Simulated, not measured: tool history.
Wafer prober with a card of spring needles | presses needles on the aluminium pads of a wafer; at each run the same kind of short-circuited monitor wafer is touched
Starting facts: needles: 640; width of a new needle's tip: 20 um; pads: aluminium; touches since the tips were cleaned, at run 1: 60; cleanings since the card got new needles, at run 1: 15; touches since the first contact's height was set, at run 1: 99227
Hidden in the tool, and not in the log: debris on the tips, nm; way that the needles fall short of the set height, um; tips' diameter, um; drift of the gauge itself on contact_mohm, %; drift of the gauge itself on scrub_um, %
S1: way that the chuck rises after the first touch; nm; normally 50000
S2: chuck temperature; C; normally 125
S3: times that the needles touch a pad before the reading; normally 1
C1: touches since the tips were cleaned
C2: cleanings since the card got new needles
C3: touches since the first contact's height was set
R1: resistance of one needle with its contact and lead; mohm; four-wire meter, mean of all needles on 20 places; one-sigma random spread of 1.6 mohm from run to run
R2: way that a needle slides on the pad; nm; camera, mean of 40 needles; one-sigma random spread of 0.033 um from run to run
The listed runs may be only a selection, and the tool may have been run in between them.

| run | hour | S1 | S2 | S3 | C1 | C2 | C3 | R1 | R2 |
|---|---|---|---|---|---|---|---|---|---|
| 1 | 0 | 50000 | 125 | 1 | 60 | 15 | 99227 | 172 | 11970 |
| 2 | 4.2 | 61000 | 125 | 1 | 1787 | 15 | 100954 | 180 | 14570 |
| 3 | 12.1 | 61000 | 125 | 1 | 4987 | 15 | 104154 | 207 | 14650 |
|  | 14.3 | tips cleaned on abrasive film |
| 4 | 18.1 | 61000 | 125 | 1 | 1522 | 16 | 106554 | 174 | 14600 |
| 5 | 24.7 | 61000 | 125 | 1 | 4238 | 16 | 109270 | 201 | 14600 |
|  | 25.5 | height of the first contact set anew |
|  | 28.8 | tips cleaned on abrasive film |
| 6 | 31 | 61000 | 125 | 1 | 906 | 17 | 2183 | 172 | 14470 |
| 7 | 37.1 | 61000 | 125 | 1 | 3388 | 17 | 4665 | 198 | 14450 |
| 8 | 41.3 | 61000 | 125 | 1 | 5121 | 17 | 6398 | 211 | 14410 |
|  | 43.1 | tips cleaned on abrasive film |
| 9 | 45.3 | 61000 | 125 | 1 | 886 | 18 | 7988 | 166 | 14480 |
| 10 | 51 | 61000 | 125 | 1 | 3183 | 18 | 10285 | 193 | 14470 |
| 11 | 55.5 | 64000 | 79 | 1 | 5033 | 18 | 12135 | 196 | 15130 |
|  | 57.4 | tips cleaned on abrasive film |
| 12 | 63.7 | 64000 | 79 | 1 | 2563 | 19 | 15435 | 178 | 15060 |
| 13 | 69.6 | 64000 | 79 | 1 | 4989 | 19 | 17861 | 200 | 15120 |
|  | 71.9 | tips cleaned on abrasive film |
|  | 72.9 | height of the first contact set anew, once more |
| 14 | 74.4 | 64000 | 30 | 1 | 910 | 20 | 640 | 148 | 15620 |
| 15 | 79.3 | 62000 | 64 | 1 | 2898 | 20 | 2628 | 178 | 15130 |
| 16 | 85.3 | 41000 | 44 | 2 | 5361 | 20 | 5091 | 228 | 9990 |

Forecast each of these 3 alternatives for the next run:
|  | 86.5 | tips cleaned on abrasive film |
| A | 93.5 | 59000 | 31 | 1 | 2858 | 21 | 8370 | ? | ? |
|  | 86.5 | tips cleaned on abrasive film |
| B | 93.5 | 52000 | 27 | 1 | 2858 | 21 | 8370 | ? | ? |
|  | 86.5 | tips cleaned on abrasive film |
| C | 93.5 | 40000 | 30 | 2 | 2858 | 21 | 8370 | ? | ? |

| run | R1 | R2 |
|---|---|---|
| A | 178 | 14300 |
| B | 193 | 12640 |
| C | 204 | 9750 |
Had the tool no hidden state, the same runs would have come out as:
| run | R1 | R2 |
|---|---|---|
| A | 131 | 14310 |
| B | 134 | 12650 |
| C | 145 | 9760 |
